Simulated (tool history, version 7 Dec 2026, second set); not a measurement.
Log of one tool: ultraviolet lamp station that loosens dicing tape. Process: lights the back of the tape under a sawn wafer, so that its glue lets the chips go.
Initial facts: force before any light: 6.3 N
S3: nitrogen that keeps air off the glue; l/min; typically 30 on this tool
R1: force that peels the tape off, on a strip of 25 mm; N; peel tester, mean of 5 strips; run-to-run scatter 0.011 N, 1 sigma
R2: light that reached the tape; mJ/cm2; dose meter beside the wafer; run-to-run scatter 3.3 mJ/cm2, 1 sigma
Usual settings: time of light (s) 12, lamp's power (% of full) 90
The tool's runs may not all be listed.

{"run": 1, "hour": 0.0, "time of light (s)": 12, "lamp's power (% of full)": 90, "S3": 30, "R1": 0.635, "R2": 485}
{"run": 2, "hour": 6.8, "time of light (s)": 12, "lamp's power (% of full)": 90, "S3": 30, "R1": 0.632, "R2": 474}
{"run": 3, "hour": 13.3, "time of light (s)": 12, "lamp's power (% of full)": 90, "S3": 30, "R1": 0.618, "R2": 481}
{"run": 4, "hour": 21.3, "time of light (s)": 12, "lamp's power (% of full)": 90, "S3": 30, "R1": 0.603, "R2": 472}
{"run": 5, "hour": 29.2, "time of light (s)": 12, "lamp's power (% of full)": 90, "S3": 10, "R1": 1.23, "R2": 473}
{"run": 6, "hour": 34.8, "time of light (s)": 12, "lamp's power (% of full)": 70, "S3": 10, "R1": 1.717, "R2": 369}
{"run": 7, "hour": 38.5, "time of light (s)": 12, "lamp's power (% of full)": 90, "S3": 30, "R1": 0.635, "R2": 473}
{"run": 8, "hour": 47.4, "time of light (s)": 12, "lamp's power (% of full)": 90, "S3": 30, "R1": 0.627, "R2": 477}
{"run": 9, "hour": 51.6, "time of light (s)": 12, "lamp's power (% of full)": 90, "S3": 30, "R1": 0.645, "R2": 470}
{"run": 10, "hour": 56.7, "time of light (s)": 21, "lamp's power (% of full)": 90, "S3": 30, "R1": 0.173, "R2": 831}
{"run": 11, "hour": 64.5, "time of light (s)": 12, "lamp's power (% of full)": 90, "S3": 30, "R1": 0.637, "R2": 475}
{"run": 12, "hour": 72.6, "time of light (s)": 12, "lamp's power (% of full)": 90, "S3": 30, "R1": 0.658, "R2": 470}
{"run": 13, "hour": 76.9, "time of light (s)": 12, "lamp's power (% of full)": 90, "S3": 30, "R1": 0.642, "R2": 468}
{"hour": 80.1, "done": "window cleaned of glue's vapour"}
{"run": 14, "hour": 82.8, "time of light (s)": 12, "lamp's power (% of full)": 90, "S3": 30, "R1": 0.548, "R2": 512}
{"run": 15, "hour": 90.8, "time of light (s)": 12, "lamp's power (% of full)": 90, "S3": 30, "R1": 0.535, "R2": 504}
{"run": 16, "hour": 96.1, "time of light (s)": 12, "lamp's power (% of full)": 90, "S3": 30, "R1": 0.553, "R2": 510}
{"run": 17, "hour": 104.2, "time of light (s)": 12, "lamp's power (% of full)": 90, "S3": 17, "R1": 0.775, "R2": 502}
{"run": 18, "hour": 109.7, "time of light (s)": 12, "lamp's power (% of full)": 90, "S3": 17, "R1": 0.769, "R2": 504}
{"run": 19, "hour": 115.8, "time of light (s)": 12, "lamp's power (% of full)": 90, "S3": 17, "R1": 0.799, "R2": 510}
{"run": 20, "hour": 122.9, "time of light (s)": 12, "lamp's power (% of full)": 90, "S3": 17, "R1": 0.803, "R2": 504}
{"run": 21, "hour": 128.9, "time of light (s)": 12, "lamp's power (% of full)": 90, "S3": 17, "R1": 0.776, "R2": 504}
{"run": 22, "hour": 136.2, "time of light (s)": 17, "lamp's power (% of full)": 90, "S3": 30, "R1": 0.25, "R2": 707}
{"run": 23, "hour": 141.6, "time of light (s)": 12, "lamp's power (% of full)": 74, "S3": 30, "R1": 0.83, "R2": 413}
{"run": 24, "hour": 148.7, "time of light (s)": 12, "lamp's power (% of full)": 74, "S3": 30, "R1": 0.839, "R2": 415}
{"run": 25, "hour": 155.4, "time of light (s)": 16, "lamp's power (% of full)": 74, "S3": 28, "R1": 0.481, "R2": 553}
{"run": 26, "hour": 159.5, "time of light (s)": 16, "lamp's power (% of full)": 74, "S3": 28, "R1": 0.499, "R2": 548}
{"run": 27, "hour": 166.9, "time of light (s)": 16, "lamp's power (% of full)": 74, "S3": 28, "R1": 0.482, "R2": 557}
{"run": 28, "hour": 175.2, "time of light (s)": 12, "lamp's power (% of full)": 90, "S3": 50, "R1": 0.425, "R2": 494}
{"run": 29, "hour": 183.3, "time of light (s)": 12, "lamp's power (% of full)": 78, "S3": 50, "R1": 0.583, "R2": 431}
{"run": 30, "hour": 190.8, "time of light (s)": 12, "lamp's power (% of full)": 63, "S3": 30, "R1": 1.13, "R2": 347}
{"run": 31, "hour": 198.5, "time of light (s)": 11, "lamp's power (% of full)": 77, "S3": 17, "R1": 1.207, "R2": 390}
{"run": 32, "hour": 205.5, "time of light (s)": 8, "lamp's power (% of full)": 94, "S3": 46, "R1": 0.948, "R2": 349}
{"run": 33, "hour": 212.0, "time of light (s)": 8, "lamp's power (% of full)": 94, "S3": 46, "R1": 0.949, "R2": 339}
{"run": 34, "hour": 219.4, "time of light (s)": 8, "lamp's power (% of full)": 94, "S3": 46, "R1": 0.934, "R2": 346}
{"run": 35, "hour": 224.5, "time of light (s)": 10, "lamp's power (% of full)": 90, "S3": 26, "R1": 0.903, "R2": 409}
{"run": 36, "hour": 233.4, "time of light (s)": 10, "lamp's power (% of full)": 90, "S3": 26, "R1": 0.891, "R2": 413}
{"run": 37, "hour": 239.3, "time of light (s)": 17, "lamp's power (% of full)": 99, "S3": 28, "R1": 0.225, "R2": 769}
{"run": 38, "hour": 245.0, "time of light (s)": 12, "lamp's power (% of full)": 68, "S3": 34, "R1": 0.972, "R2": 371}
{"run": 39, "hour": 250.6, "time of light (s)": 14, "lamp's power (% of full)": 81, "S3": 52, "R1": 0.392, "R2": 521}
{"run": 40, "hour": 255.8, "time of light (s)": 14, "lamp's power (% of full)": 81, "S3": 52, "R1": 0.39, "R2": 516}
{"run": 41, "hour": 261.8, "time of light (s)": 12, "lamp's power (% of full)": 90, "S3": 25, "R1": 0.643, "R2": 487}
{"run": 42, "hour": 269.8, "time of light (s)": 15, "lamp's power (% of full)": 71, "S3": 33, "R1": 0.557, "R2": 486}
{"run": 43, "hour": 273.9, "time of light (s)": 15, "lamp's power (% of full)": 71, "S3": 33, "R1": 0.585, "R2": 489}

Had the tool no unlogged condition, and each run kept its random variation, what would the results have been?
The hidden state here: lamp's light, % of a new lamp's; light that the window lets through, % of a clean one's; drift of the gauge itself on peel_n, %; drift of the gauge itself on dose_mj_cm2, %.
run=1 R1=0.514 R2=535
run=2 R1=0.511 R2=524
run=3 R1=0.496 R2=531
run=4 R1=0.483 R2=522
run=5 R1=1.037 R2=524
run=6 R1=1.496 R2=410
run=7 R1=0.507 R2=525
run=8 R1=0.497 R2=531
run=9 R1=0.511 R2=524
run=10 R1=0.140 R2=926
run=11 R1=0.502 R2=530
run=12 R1=0.519 R2=526
run=13 R1=0.502 R2=524
run=14 R1=0.504 R2=532
run=15 R1=0.491 R2=525
run=16 R1=0.506 R2=531
run=17 R1=0.714 R2=523
run=18 R1=0.707 R2=526
run=19 R1=0.733 R2=532
run=20 R1=0.734 R2=527
run=21 R1=0.708 R2=529
run=22 R1=0.223 R2=742
run=23 R1=0.755 R2=434
run=24 R1=0.761 R2=436
run=25 R1=0.427 R2=582
run=26 R1=0.443 R2=578
run=27 R1=0.427 R2=588
run=28 R1=0.373 R2=523
run=29 R1=0.515 R2=456
run=30 R1=1.023 R2=368
run=31 R1=1.095 R2=414
run=32 R1=0.848 R2=371
run=33 R1=0.846 R2=361
run=34 R1=0.829 R2=368
run=35 R1=0.798 R2=437
run=36 R1=0.785 R2=441
run=37 R1=0.193 R2=823
run=38 R1=0.855 R2=398
run=39 R1=0.332 R2=559
run=40 R1=0.330 R2=554
run=41 R1=0.551 R2=524
run=42 R1=0.471 R2=523
run=43 R1=0.496 R2=527
